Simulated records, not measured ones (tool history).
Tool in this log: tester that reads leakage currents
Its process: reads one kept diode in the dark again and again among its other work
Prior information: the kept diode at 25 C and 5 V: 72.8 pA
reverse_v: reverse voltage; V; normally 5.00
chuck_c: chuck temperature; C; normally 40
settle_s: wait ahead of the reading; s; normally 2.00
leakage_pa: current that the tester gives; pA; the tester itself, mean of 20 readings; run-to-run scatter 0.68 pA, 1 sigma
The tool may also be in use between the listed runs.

Run 1, hour 0.0: usual settings. Result: leakage_pa 211.12 pA.
Run 2, hour 220.3: usual settings. Result: leakage_pa 209.04 pA.
Run 3, hour 478.6: usual settings. Result: leakage_pa 208.81 pA.
Run 4, hour 598.0: usual settings. Result: leakage_pa 206.67 pA.
At hour 705.4: chuck's temperature calibrated.
Run 5, hour 807.3: usual settings. Result: leakage_pa 226.87 pA.
Run 6, hour 1054.1: usual settings. Result: leakage_pa 224.76 pA.
Run 7, hour 1168.4: usual settings. Result: leakage_pa 224.15 pA.
Run 8, hour 1423.4: usual settings. Result: leakage_pa 222.73 pA.
Run 9, hour 1533.1: usual settings. Result: leakage_pa 222.85 pA.
Run 10, hour 1717.8: usual settings. Result: leakage_pa 220.13 pA.
Run 11, hour 1894.8: usual settings. Result: leakage_pa 218.53 pA.
Run 12, hour 2024.3: usual settings. Result: leakage_pa 218.20 pA.
Run 13, hour 2200.3: usual settings but chuck_c 42 C. Result: leakage_pa 249.26 pA.
Run 14, hour 2306.6: usual settings but chuck_c 42 C. Result: leakage_pa 249.46 pA.
Run 15, hour 2418.7: usual settings but chuck_c 42 C. Result: leakage_pa 247.90 pA.
Run 16, hour 2567.4: usual settings but chuck_c 42 C. Result: leakage_pa 247.84 pA.
Run 17, hour 2809.2: usual settings but reverse_v 6.36 V, chuck_c 53 C, settle_s 6.44 s. Result: leakage_pa 551.02 pA.
Run 18, hour 3021.6: usual settings but reverse_v 6.36 V, chuck_c 53 C, settle_s 6.44 s. Result: leakage_pa 548.14 pA.
At hour 3035.9: probe card cleaned and baked.
Run 19, hour 3261.9: usual settings but reverse_v 6.36 V, chuck_c 53 C, settle_s 6.44 s. Result: leakage_pa 547.64 pA.
Run 20, hour 3415.8: usual settings but reverse_v 6.36 V, chuck_c 53 C, settle_s 6.44 s. Result: leakage_pa 542.47 pA.
Run 21, hour 3527.7: usual settings but reverse_v 6.36 V, chuck_c 53 C, settle_s 6.44 s. Result: leakage_pa 541.66 pA.
At hour 3602.7: chuck's temperature calibrated.
Run 22, hour 3771.2: usual settings but reverse_v 6.36 V, chuck_c 53 C, settle_s 6.44 s. Result: leakage_pa 588.96 pA.
Run 23, hour 3929.1: usual settings but reverse_v 7.43 V, chuck_c 35 C, settle_s 0.43 s. Result: leakage_pa 190.59 pA.
Run 24, hour 4052.8: usual settings but chuck_c 24 C. Result: leakage_pa 74.39 pA.
Run 25, hour 4273.0: usual settings but reverse_v 1.50 V, chuck_c 33 C, settle_s 9.36 s. Result: leakage_pa 92.57 pA.
At hour 4467.7: probe card cleaned and baked, once more.
Run 26, hour 4524.9: usual settings but reverse_v 18.57 V, chuck_c 54 C, settle_s 1.50 s. Result: leakage_pa 843.60 pA.
Run 27, hour 4757.4: usual settings but reverse_v 1.41 V, chuck_c 54 C, settle_s 0.57 s. Result: leakage_pa 381.14 pA.
Run 28, hour 4914.9: usual settings but reverse_v 6.41 V, chuck_c 21 C, settle_s 8.64 s. Result: leakage_pa 54.75 pA.

5 options for the next run, each taken on its own from the tool as it stands now. Forecast them:
Run A, hour 5095.0: usual settings but reverse_v 8.78 V, chuck_c 23 C, settle_s 0.97 s. Result: leakage_pa ?.
Run B, hour 5095.0: usual settings but reverse_v 1.86 V, chuck_c 35 C, settle_s 3.02 s. Result: leakage_pa ?.
Run C, hour 5095.0: usual settings but reverse_v 9.54 V. Result: leakage_pa ?.
Run D, hour 5095.0: usual settings but reverse_v 6.41 V, chuck_c 26 C, settle_s 7.07 s. Result: leakage_pa ?.
Run E, hour 5095.0: usual settings but reverse_v 14.11 V, chuck_c 30 C, settle_s 8.64 s. Result: leakage_pa ?.

run  leakage_pa
  A       73.81
  B      109.08
  C      259.59
  D       80.98
  E      140.16
Had the tool no hidden state, the same runs would have come out as:
run  leakage_pa
  A       77.42
  B      115.51
  C      273.78
  D       85.43
  E      147.28
